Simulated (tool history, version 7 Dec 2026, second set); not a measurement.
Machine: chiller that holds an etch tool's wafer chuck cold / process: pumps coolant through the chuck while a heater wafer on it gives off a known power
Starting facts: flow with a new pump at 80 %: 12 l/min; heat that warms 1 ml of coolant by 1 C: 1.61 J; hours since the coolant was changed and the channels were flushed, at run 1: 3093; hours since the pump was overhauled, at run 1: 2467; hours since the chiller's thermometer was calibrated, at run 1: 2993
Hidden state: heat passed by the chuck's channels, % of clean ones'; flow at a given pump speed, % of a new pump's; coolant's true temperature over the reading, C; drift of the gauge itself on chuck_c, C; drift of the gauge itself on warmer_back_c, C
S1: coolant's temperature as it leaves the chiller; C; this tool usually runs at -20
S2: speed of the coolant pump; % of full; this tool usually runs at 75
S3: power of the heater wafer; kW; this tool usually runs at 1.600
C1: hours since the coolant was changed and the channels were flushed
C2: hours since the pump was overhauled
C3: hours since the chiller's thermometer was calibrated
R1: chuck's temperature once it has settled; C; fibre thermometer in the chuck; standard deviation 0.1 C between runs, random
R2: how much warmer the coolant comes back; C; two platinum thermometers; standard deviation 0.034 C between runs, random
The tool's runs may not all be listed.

run,day,S1,S2,S3,C1,C2,C3,R1,R2
1,0.000,-20,75,1.600,3093,2467,2993,0.6,5.65
2,1.408,-20,75,1.600,3127,2501,3027,0.6,5.59
3,2.642,-20,75,1.600,3157,2531,3057,0.6,5.61
4,5.067,-20,75,1.600,3215,2589,3115,0.6,5.61
5,7.721,-20,75,1.600,3279,2653,3178,0.7,5.66
6,9.496,-20,75,1.600,3321,2695,3221,0.7,5.62
7,10.733,-20,75,1.890,3351,2725,3251,4.5,6.66
8,12.538,-20,75,1.890,3394,2768,3294,4.4,6.66
9,14.521,-20,75,1.890,3442,2816,3342,4.7,6.67
10,16.338,-20,75,1.890,3485,2859,3385,4.5,6.76
11,18.088,-20,75,1.890,3527,2901,3427,4.9,6.75
12,20.333,-20,75,1.890,3581,2955,3481,4.6,6.67
# day 20.542: chiller's thermometer calibrated
13,22.217,-20,75,1.890,3626,3000,40,4.7,6.76
14,24.838,-20,68,1.600,3688,3062,103,2.6,6.27
# day 25.908: chiller's thermometer calibrated, once more
15,26.475,-20,75,1.600,3727,3101,14,1.4,5.69
16,27.825,-20,75,1.600,3759,3133,46,1.3,5.64
17,28.912,-20,75,1.600,3785,3159,72,1.6,5.75
18,30.846,-20,75,1.600,3832,3206,118,1.4,5.78
19,32.662,-16,99,1.600,3875,3249,162,1.7,4.35
20,35.258,-16,99,1.600,3938,3312,224,1.6,4.34
21,36.629,-16,99,1.600,3970,3344,257,1.9,4.43
22,37.862,-28,85,1.869,4000,3374,287,-4.9,5.93
23,39.962,-18,95,1.709,4050,3424,337,1.7,4.91
24,42.425,-18,95,1.709,4110,3484,396,1.5,4.89
25,43.550,-18,95,1.709,4137,3511,423,1.6,4.89
26,44.921,-18,95,1.709,4169,3543,456,1.7,4.96
27,47.158,-29,85,1.709,4223,3597,510,-7.7,5.51
28,48.550,-20,75,1.128,4257,3631,543,-4.7,4.05
29,50.808,-20,77,1.841,4311,3685,598,4.6,6.50
30,52.538,-18,63,1.569,4352,3726,639,6.2,6.68
31,54.408,-20,75,1.407,4397,3771,684,-0.9,5.12
32,57.025,-13,75,1.407,4460,3834,747,6.4,5.07
33,58.596,-16,97,0.896,4498,3872,784,-5.7,2.58

Hidden state or all else? Some run-to-run changes of R1, split into what the settings, what came in and random variation would give without the hidden state, and what is left for the hidden state (with any gauge scatter that isn't in both results):
Run 26 -> 27: S1 -18 -> -29, S2 95 -> 85. R1 -9.4 C: hidden state +0.3, all else -9.7.
Run 27 -> 28: S1 -29 -> -20, S2 85 -> 75, S3 1.709 -> 1.128. R1 +3.0 C: hidden state -0.9, all else +3.9.
Run 28 -> 29: S2 75 -> 77, S3 1.128 -> 1.841. R1 +9.3 C: hidden state +1.6, all else +7.7.
Run 32 -> 33: S1 -13 -> -16, S2 75 -> 97, S3 1.407 -> 0.896. R1 -12.1 C: hidden state -1.5, all else -10.6.

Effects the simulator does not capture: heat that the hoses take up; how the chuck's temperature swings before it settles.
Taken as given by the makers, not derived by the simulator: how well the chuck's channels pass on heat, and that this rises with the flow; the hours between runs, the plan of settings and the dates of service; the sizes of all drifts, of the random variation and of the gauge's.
